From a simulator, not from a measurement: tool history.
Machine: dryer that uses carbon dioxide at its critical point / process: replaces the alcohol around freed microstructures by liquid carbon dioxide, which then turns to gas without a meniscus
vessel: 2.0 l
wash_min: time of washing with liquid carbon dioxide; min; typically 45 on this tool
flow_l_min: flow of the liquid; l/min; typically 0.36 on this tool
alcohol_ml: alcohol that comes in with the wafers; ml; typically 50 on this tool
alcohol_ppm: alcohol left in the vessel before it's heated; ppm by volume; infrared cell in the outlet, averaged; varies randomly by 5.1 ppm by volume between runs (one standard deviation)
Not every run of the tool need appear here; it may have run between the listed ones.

{"run": 1, "day": 0.0, "wash_min": 45, "flow_l_min": 0.36, "alcohol_ml": 50, "alcohol_ppm": 86}
{"run": 2, "day": 0.279, "wash_min": 45, "flow_l_min": 0.36, "alcohol_ml": 50, "alcohol_ppm": 92}
{"run": 3, "day": 0.567, "wash_min": 55, "flow_l_min": 0.36, "alcohol_ml": 50, "alcohol_ppm": 40}
{"run": 4, "day": 0.771, "wash_min": 55, "flow_l_min": 0.36, "alcohol_ml": 50, "alcohol_ppm": 41}
{"run": 5, "day": 1.0, "wash_min": 55, "flow_l_min": 0.36, "alcohol_ml": 50, "alcohol_ppm": 36}
{"run": 6, "day": 1.188, "wash_min": 55, "flow_l_min": 0.36, "alcohol_ml": 50, "alcohol_ppm": 47}
{"run": 7, "day": 1.396, "wash_min": 55, "flow_l_min": 0.36, "alcohol_ml": 50, "alcohol_ppm": 47}
{"run": 8, "day": 1.696, "wash_min": 45, "flow_l_min": 0.36, "alcohol_ml": 50, "alcohol_ppm": 91}
{"run": 9, "day": 1.933, "wash_min": 45, "flow_l_min": 0.36, "alcohol_ml": 50, "alcohol_ppm": 95}
{"run": 10, "day": 2.104, "wash_min": 60, "flow_l_min": 0.323, "alcohol_ml": 57, "alcohol_ppm": 52}
{"run": 11, "day": 2.354, "wash_min": 38, "flow_l_min": 0.36, "alcohol_ml": 23, "alcohol_ppm": 112}
{"run": 12, "day": 2.704, "wash_min": 34, "flow_l_min": 0.36, "alcohol_ml": 50, "alcohol_ppm": 324}
{"run": 13, "day": 3.088, "wash_min": 34, "flow_l_min": 0.36, "alcohol_ml": 50, "alcohol_ppm": 323}
{"run": 14, "day": 3.412, "wash_min": 34, "flow_l_min": 0.36, "alcohol_ml": 50, "alcohol_ppm": 321}
{"run": 15, "day": 3.654, "wash_min": 49, "flow_l_min": 0.447, "alcohol_ml": 98, "alcohol_ppm": 50}

Forecast each of these 4 alternatives for the next run:
{"run": "A", "day": 3.846, "wash_min": 50, "flow_l_min": 0.455, "alcohol_ml": 45, "alcohol_ppm": "?"}
{"run": "B", "day": 3.846, "wash_min": 49, "flow_l_min": 0.447, "alcohol_ml": 25, "alcohol_ppm": "?"}
{"run": "C", "day": 3.846, "wash_min": 49, "flow_l_min": 0.447, "alcohol_ml": 97, "alcohol_ppm": "?"}
{"run": "D", "day": 3.846, "wash_min": 53, "flow_l_min": 0.36, "alcohol_ml": 50, "alcohol_ppm": "?"}

run=A alcohol_ppm=40
run=B alcohol_ppm=38
run=C alcohol_ppm=54
run=D alcohol_ppm=54
Stripped of hidden state, with their random variation kept, the same runs would have yielded:
run=A alcohol_ppm=12
run=B alcohol_ppm=10
run=C alcohol_ppm=24
run=D alcohol_ppm=23

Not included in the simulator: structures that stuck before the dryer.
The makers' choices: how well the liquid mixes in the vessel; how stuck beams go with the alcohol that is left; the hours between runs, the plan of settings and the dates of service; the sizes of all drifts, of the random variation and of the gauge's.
